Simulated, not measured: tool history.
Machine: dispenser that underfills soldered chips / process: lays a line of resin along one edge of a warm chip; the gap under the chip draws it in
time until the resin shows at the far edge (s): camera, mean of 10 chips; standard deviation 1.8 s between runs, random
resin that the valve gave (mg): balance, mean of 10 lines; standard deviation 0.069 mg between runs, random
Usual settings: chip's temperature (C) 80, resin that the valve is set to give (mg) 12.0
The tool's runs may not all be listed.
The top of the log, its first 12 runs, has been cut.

run	day	chip's temperature (C)	resin that the valve is set to give (mg)	hours of work since the syringe was changed	hours of work since the valve was cleaned	hours of work since the stage was calibrated	time until the resin shows at the far edge (s)	resin that the valve gave (mg)
13	1.958	80	12.0	9	33	100	242.0	11.85
# day 1.996: new syringe of resin
14	2.096	80	12.0	2	35	102	177.9	11.72
15	2.212	80	12.0	3	37	104	194.7	11.83
16	2.421	80	12.0	7	40	107	221.9	11.70
# day 2.571: new syringe of resin
17	2.608	76	12.0	1	43	110	207.7	11.59
18	2.758	80	12.0	3	46	112	192.3	11.75
19	2.942	80	12.0	6	49	115	214.2	11.75
20	3.042	78	12.0	8	50	117	253.2	11.57
# day 3.146: new syringe of resin
21	3.267	80	14.6	2	54	120	182.5	14.12
22	3.358	70	13.5	3	55	121	298.0	13.11
23	3.479	76	12.4	5	57	123	251.4	12.09
24	3.617	76	12.4	7	59	126	277.7	11.90
# day 3.721: new syringe of resin
25	3.721	74	15.2	0	61	127	210.6	14.54
26	3.875	83	11.2	2	63	129	169.0	10.75
27	4.058	71	11.9	5	66	132	316.5	11.45
28	4.212	71	11.9	8	68	135	339.6	11.36
# day 4.288: new syringe of resin
29	4.375	71	11.9	1	71	137	262.1	11.52
30	4.479	71	11.9	3	72	139	277.6	11.39
31	4.621	85	12.2	5	75	141	165.9	11.55
32	4.804	77	12.3	8	78	144	264.6	11.81
# day 4.858: new syringe of resin
33	4.929	75	10.5	1	79	146	230.6	9.87
34	5.071	70	10.7	3	82	148	311.0	10.05
35	5.204	73	11.8	6	84	150	277.4	11.24
36	5.404	78	11.8	9	87	153	263.2	11.11

Consider 3 possible next runs. They are alternatives, not a sequence: every one starts from the tool as it was left by run 36. What does each give?
# day 5.429: new syringe of resin
A	5.617	81	14.1	3	90	157	?	?
# day 5.429: new syringe of resin
B	5.617	80	15.4	3	90	157	?	?
# day 5.429: new syringe of resin
C	5.617	78	11.3	3	90	157	?	?

run	time until the resin shows at the far edge (s)	resin that the valve gave (mg)
A	180.8	13.18
B	189.3	14.50
C	216.5	10.65
With the hidden condition removed and each run's random variation left untouched, the same runs would have given:
run	time until the resin shows at the far edge (s)	resin that the valve gave (mg)
A	161.0	14.03
B	169.1	15.42
C	190.4	11.33
